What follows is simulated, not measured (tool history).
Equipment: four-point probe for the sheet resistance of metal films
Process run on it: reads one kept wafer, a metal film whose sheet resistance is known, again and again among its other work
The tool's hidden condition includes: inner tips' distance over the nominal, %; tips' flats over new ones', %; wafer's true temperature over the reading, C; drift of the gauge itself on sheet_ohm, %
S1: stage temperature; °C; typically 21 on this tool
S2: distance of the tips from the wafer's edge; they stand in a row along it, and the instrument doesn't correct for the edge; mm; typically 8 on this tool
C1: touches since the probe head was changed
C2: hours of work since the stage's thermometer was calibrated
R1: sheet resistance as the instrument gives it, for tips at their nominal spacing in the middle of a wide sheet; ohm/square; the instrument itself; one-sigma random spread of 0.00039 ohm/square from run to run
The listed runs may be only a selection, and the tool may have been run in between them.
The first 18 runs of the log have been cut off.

{"run": 19, "day": 22.092, "S1": 32, "S2": 16, "C1": 33550, "C2": 1097, "R1": 1.90559}
{"run": 20, "day": 23.758, "S1": 32, "S2": 16, "C1": 35129, "C2": 1120, "R1": 1.906541}
{"run": 21, "day": 24.9, "S1": 21, "S2": 74, "C1": 36210, "C2": 1135, "R1": 1.933868}
{"run": 22, "day": 26.212, "S1": 24, "S2": 74, "C1": 37456, "C2": 1153, "R1": 1.926124}
{"run": 23, "day": 27.938, "S1": 20, "S2": 10, "C1": 39088, "C2": 1176, "R1": 1.940648}
{"run": 24, "day": 29.625, "S1": 29, "S2": 20, "C1": 40687, "C2": 1198, "R1": 1.914286}
{"run": 25, "day": 31.183, "S1": 21, "S2": 5, "C1": 42162, "C2": 1219, "R1": 1.950973}
{"run": 26, "day": 32.354, "S1": 32, "S2": 3, "C1": 43271, "C2": 1235, "R1": 1.950322}
{"run": 27, "day": 33.792, "S1": 21, "S2": 5, "C1": 44630, "C2": 1254, "R1": 1.951362}
{"run": 28, "day": 35.004, "S1": 21, "S2": 5, "C1": 45778, "C2": 1271, "R1": 1.951442}
{"run": 29, "day": 36.662, "S1": 21, "S2": 5, "C1": 47351, "C2": 1293, "R1": 1.951584}
{"run": 30, "day": 37.512, "S1": 21, "S2": 5, "C1": 48157, "C2": 1305, "R1": 1.95184}
{"run": 31, "day": 38.246, "S1": 30, "S2": 5, "C1": 48849, "C2": 1314, "R1": 1.927538}
{"run": 32, "day": 39.079, "S1": 30, "S2": 5, "C1": 49640, "C2": 1326, "R1": 1.9277}
{"run": 33, "day": 40.758, "S1": 29, "S2": 7, "C1": 51229, "C2": 1348, "R1": 1.922978}

Predict each of these 4 candidate next runs independently; none follows another, all start after run 33:
{"run": "A", "day": 42.188, "S1": 24, "S2": 7, "C1": 52583, "C2": 1367, "R1": "?"}
{"run": "B", "day": 42.188, "S1": 29, "S2": 19, "C1": 52583, "C2": 1367, "R1": "?"}
{"run": "C", "day": 42.188, "S1": 19, "S2": 7, "C1": 52583, "C2": 1367, "R1": "?"}
{"run": "D", "day": 42.188, "S1": 18, "S2": 3, "C1": 52583, "C2": 1367, "R1": "?"}

run=A R1=1.936470
run=B R1=1.915273
run=C R1=1.950650
run=D R1=1.990784
Without the tool's hidden state the same runs would have given:
run=A R1=1.928725
run=B R1=1.907593
run=C R1=1.942867
run=D R1=1.982860

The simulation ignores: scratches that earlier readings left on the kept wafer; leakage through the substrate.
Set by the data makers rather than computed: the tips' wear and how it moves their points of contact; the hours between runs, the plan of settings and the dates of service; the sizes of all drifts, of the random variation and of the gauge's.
